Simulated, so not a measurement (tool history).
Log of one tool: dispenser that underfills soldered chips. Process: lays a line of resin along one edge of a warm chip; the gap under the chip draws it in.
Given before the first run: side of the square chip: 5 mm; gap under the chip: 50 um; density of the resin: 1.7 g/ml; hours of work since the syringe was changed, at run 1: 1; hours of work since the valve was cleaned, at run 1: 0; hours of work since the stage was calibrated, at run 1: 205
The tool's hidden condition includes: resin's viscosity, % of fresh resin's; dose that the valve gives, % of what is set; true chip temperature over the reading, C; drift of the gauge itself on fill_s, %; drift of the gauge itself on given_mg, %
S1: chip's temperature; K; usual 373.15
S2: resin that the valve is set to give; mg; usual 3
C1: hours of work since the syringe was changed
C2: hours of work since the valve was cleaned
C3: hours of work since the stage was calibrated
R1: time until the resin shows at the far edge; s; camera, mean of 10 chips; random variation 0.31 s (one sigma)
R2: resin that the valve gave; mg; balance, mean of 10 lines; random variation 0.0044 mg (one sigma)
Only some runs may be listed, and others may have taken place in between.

run	hour	S1	S2	C1	C2	C3	R1	R2
1	0	373.15	3	1	0	205	7.9	3.002
2	10.6	373.15	3	8	7	212	14.7	2.99
# hour 12.9: new syringe of resin
3	21.8	373.15	3	6	14	219	12.2	2.988
# hour 27.8: new syringe of resin
4	28	373.15	3	0	18	223	7.8	2.97
5	34.2	373.15	3	4	22	227	10.9	2.964
# hour 42.5: new syringe of resin
6	42.6	373.15	3	0	27	232	7.5	2.956
7	51	373.15	3	5	32	238	12	2.947
8	55.5	373.15	3	8	35	241	15.6	2.935
# hour 57.3: new syringe of resin
9	60.7	373.15	3	2	38	244	8.7	2.931
10	69.1	373.15	3	8	44	249	14.4	2.93
# hour 71.8: new syringe of resin
# hour 77.4: dispensing valve cleaned and set on the balance
11	77.4	373.15	3	3	0	254	9.8	2.996
# hour 87.3: new syringe of resin
12	87.3	368.15	3	0	6	260	8.5	2.992
13	94	366.15	3.14	4	11	264	13.5	3.126
# hour 101.7: new syringe of resin
14	103.4	369.15	3.01	1	16	270	9.6	2.982
15	110.7	366.15	3.69	6	21	275	15	3.646
# hour 117: new syringe of resin
16	120.8	365.15	3.69	2	28	281	11.7	3.631
17	128.9	366.15	2.84	8	33	287	17.6	2.78
# hour 131.4: new syringe of resin
18	137.7	385.15	2.8	4	38	292	7.4	2.741
19	143.3	378.15	3	8	42	296	12.5	2.926
# hour 146.6: new syringe of resin
20	150.4	387.15	3	2	46	300	6.3	2.919
# hour 154.6: dispensing valve cleaned and set on the balance
21	160.5	361.15	3	8	4	306	22.8	2.993
# hour 161.9: new syringe of resin
22	167.2	361.15	3	3	8	310	15.5	2.99
23	172.3	361.15	3	7	11	313	19.6	2.984
# hour 176.6: new syringe of resin
24	178.5	381.15	2.97	1	15	317	6.4	2.951

Forecast each of these 4 alternatives for the next run:
A	188.5	365.15	2.68	8	22	324	?	?
B	188.5	377.15	2.99	8	22	324	?	?
C	188.5	368.15	2.84	8	22	324	?	?
D	188.5	378.15	3.04	8	22	324	?	?

run	R1	R2
A	19.1	2.646
B	12.3	2.963
C	16.8	2.806
D	11.9	3.008
What these runs would have given with no unlogged condition in the tool:
run	R1	R2
A	9.7	2.676
B	6.2	2.997
C	8.5	2.838
D	6.1	3.043
